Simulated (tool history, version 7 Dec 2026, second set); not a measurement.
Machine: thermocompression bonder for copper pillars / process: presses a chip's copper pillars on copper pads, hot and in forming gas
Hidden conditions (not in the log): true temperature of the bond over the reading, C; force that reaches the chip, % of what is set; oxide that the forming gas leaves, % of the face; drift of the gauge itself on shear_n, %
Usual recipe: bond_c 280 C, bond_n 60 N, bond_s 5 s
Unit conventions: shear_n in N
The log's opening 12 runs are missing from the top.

run,hour,bond_c,bond_n,bond_s,hours of work since the heater was calibrated,hours of work since the force cell was calibrated,hours of work since the gas filter was changed,shear_n
13,254.5,280,60,5,705,662,180,45.9
14,272.5,264,60,5,714,671,189,36.7
15,292.4,280,60,5,724,681,199,44.7
16,316.5,280,60,5,736,693,211,45.1
17,331.4,280,60,3,743,701,219,36.8
18,350.9,280,60,3,753,711,228,37
19,363.9,280,60,4,759,717,235,40.7
20,384.4,280,60,5,770,727,245,44.4
21,402.7,305,84,13,779,737,254,78.7
22,432.6,262,42,13,794,751,269,36.7
23,460.2,262,42,12,808,765,283,36.3
24,479.2,262,42,12,817,775,293,35.1
25,508.3,280,75,5,832,789,307,48.7
26,536.3,296,77,3,846,803,321,52.8
27,555.4,292,54,14,855,813,331,62.8
28,581.8,292,54,14,868,826,344,63
# hour 597.1: forming gas filter changed
29,598.2,289,60,4,876,834,1,47.3
30,614.5,280,83,5,884,842,9,56.4

Run 31 is up next; what results do you expect?
31,634.2,293,83,11,894,852,19,?

shear_n: 73.9 N
With the hidden condition absent and the run-to-run variation left alone, this run would have shown shear_n 78.9 N.
